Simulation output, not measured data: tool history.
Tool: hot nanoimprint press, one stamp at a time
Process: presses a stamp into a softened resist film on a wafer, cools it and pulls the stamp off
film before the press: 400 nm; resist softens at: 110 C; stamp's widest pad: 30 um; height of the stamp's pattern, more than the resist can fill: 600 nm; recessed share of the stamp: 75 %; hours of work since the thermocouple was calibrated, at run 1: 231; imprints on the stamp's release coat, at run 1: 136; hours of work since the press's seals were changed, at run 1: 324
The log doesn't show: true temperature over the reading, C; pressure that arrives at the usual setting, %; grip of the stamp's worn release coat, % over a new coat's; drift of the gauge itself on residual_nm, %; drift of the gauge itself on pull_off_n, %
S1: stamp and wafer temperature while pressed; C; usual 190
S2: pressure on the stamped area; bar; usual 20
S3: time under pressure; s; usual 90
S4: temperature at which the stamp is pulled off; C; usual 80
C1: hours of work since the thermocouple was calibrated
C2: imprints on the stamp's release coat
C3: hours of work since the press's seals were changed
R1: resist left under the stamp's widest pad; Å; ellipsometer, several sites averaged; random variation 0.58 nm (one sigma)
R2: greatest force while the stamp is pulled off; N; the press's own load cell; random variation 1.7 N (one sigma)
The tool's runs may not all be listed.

run	hour	S1	S2	S3	S4	C1	C2	C3	R1	R2
1	0	190	20	90	80	231	136	324	2324	226
2	55.5	190	20	90	80	261	346	354	2330	227
3	89.1	190	20	90	80	279	473	372	2331	230
# hour 125.5: plate thermocouple calibrated
4	173.3	182	20	90	80	26	780	416	2771	233
# hour 241.9: stamp cleaned and given a new release coat
5	242.6	182	20	90	80	59	3	449	2768	219
6	297.9	188	20	90	80	89	212	479	2409	222
7	351.8	188	20	90	80	118	416	508	2418	228
8	387.9	188	20	90	80	137	552	527	2436	231
9	441.1	190	20	90	80	166	754	556	2322	234
10	491	190	21.2	90	80	192	942	582	2272	235
# hour 512: stamp cleaned and given a new release coat
11	534.8	190	21.2	90	80	213	87	603	2270	221
12	597.8	197	21.2	90	80	246	325	636	1908	228
13	668.2	197	21.2	90	80	284	591	674	1912	233
# hour 692.3: plate thermocouple calibrated
14	736.3	190	20	90	75	24	837	709	2327	250
# hour 785.3: stamp cleaned and given a new release coat
15	805.1	193	20	131	76	57	75	742	1891	233
16	849.9	193	20	131	76	81	245	766	1907	235
17	913.2	187	26.5	131	70	115	484	800	2000	261
18	986.9	199	26.5	128	70	154	763	839	1432	270
19	1035.9	199	26.5	128	70	181	948	866	1434	272
# hour 1057: stamp cleaned and given a new release coat
20	1104.8	199	16.6	128	68	214	181	899	1795	260
21	1138.7	190	20	90	88	232	310	917	2368	201
22	1212.7	190	12.6	94	81	272	589	957	2746	229
23	1245.4	190	20	126	67	289	713	975	2118	280

The next listed run, before its measurement:
# hour 1259: plate thermocouple calibrated
24	1308.5	180	20	84	80	26	940	1007	?	?

R1: 2963 Å
R2: 238 N
Without the tool's hidden state the same run would have given R1 2917 Å, R2 217 N.
